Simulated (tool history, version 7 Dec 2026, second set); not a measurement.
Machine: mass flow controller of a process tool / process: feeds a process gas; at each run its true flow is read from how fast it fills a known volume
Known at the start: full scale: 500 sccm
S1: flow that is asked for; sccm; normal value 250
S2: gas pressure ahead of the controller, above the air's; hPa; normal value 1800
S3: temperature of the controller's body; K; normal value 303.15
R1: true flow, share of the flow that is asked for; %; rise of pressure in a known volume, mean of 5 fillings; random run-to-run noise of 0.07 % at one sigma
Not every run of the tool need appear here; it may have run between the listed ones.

run,hour,S1,S2,S3,R1
1,0,250,1800,303.15,98.72
2,46,250,1800,303.15,98.79
3,82.1,250,1800,303.15,98.64
4,161.3,250,1800,303.15,98.93
5,204.6,250,1800,303.15,98.74
6,269.4,250,1800,294.15,99.67
7,335.7,250,1800,294.15,99.71
8,421.7,121,1800,294.15,99.39
9,468.1,121,1800,294.15,99.36
10,505.7,121,1800,294.15,99.17
11,575.1,250,1800,293.15,99.73
12,641.2,250,1800,293.15,99.78
13,711.9,250,1800,293.15,99.87
14,766.9,250,2770,303.15,98.33
15,827,250,1850,303.15,98.69
16,885.6,54,1800,303.15,98.09
17,945.6,54,1800,303.15,98.08
18,1011,250,1800,303.15,98.71
19,1055.2,250,1800,303.15,98.75
20,1123,250,1800,303.15,98.75
21,1209.7,250,1800,303.15,98.77
22,1278.1,250,1570,303.15,98.76
23,1357.8,250,1800,303.15,98.72
24,1407.2,250,1800,303.15,98.65
25,1472.8,382,1820,303.15,99.12
26,1559.1,124,1800,306.15,97.94
27,1628.3,412,1800,297.15,99.89
28,1688.1,80,2630,303.15,97.92
29,1743.9,80,2630,303.15,97.87
30,1803,80,2630,303.15,97.88
31,1849.9,116,1800,302.15,98.44
32,1891.7,116,1800,302.15,98.42
33,1946.5,116,1800,302.15,98.4
34,2010.7,213,1770,309.15,97.93
35,2074.5,213,1770,309.15,98.04
36,2157.7,213,1770,309.15,98.06
37,2213.9,95,2620,303.15,97.95
38,2290.9,118,1800,304.15,98.2
39,2371.2,118,1800,304.15,98.21
40,2411.6,118,1800,304.15,98.21
41,2448,437,1520,303.15,99.5
42,2497.4,297,2370,309.15,98.03
43,2543,297,2370,309.15,98.03
44,2589.7,495,2110,309.15,98.81
45,2657.8,456,1910,303.15,99.45
46,2719.4,250,1800,305.15,98.56
47,2790.7,64,1800,304.15,98.02
48,2872,64,1870,295.15,98.97

Forecast each of these 3 alternatives for the next run:
A,2932.3,192,2510,309.15,?
B,2932.3,80,1810,295.15,?
C,2932.3,64,1970,295.15,?

run,R1
A,97.74
B,99.03
C,98.96
Without the tool's unlogged condition, the same runs would have read:
run,R1
A,97.75
B,99.05
C,98.98
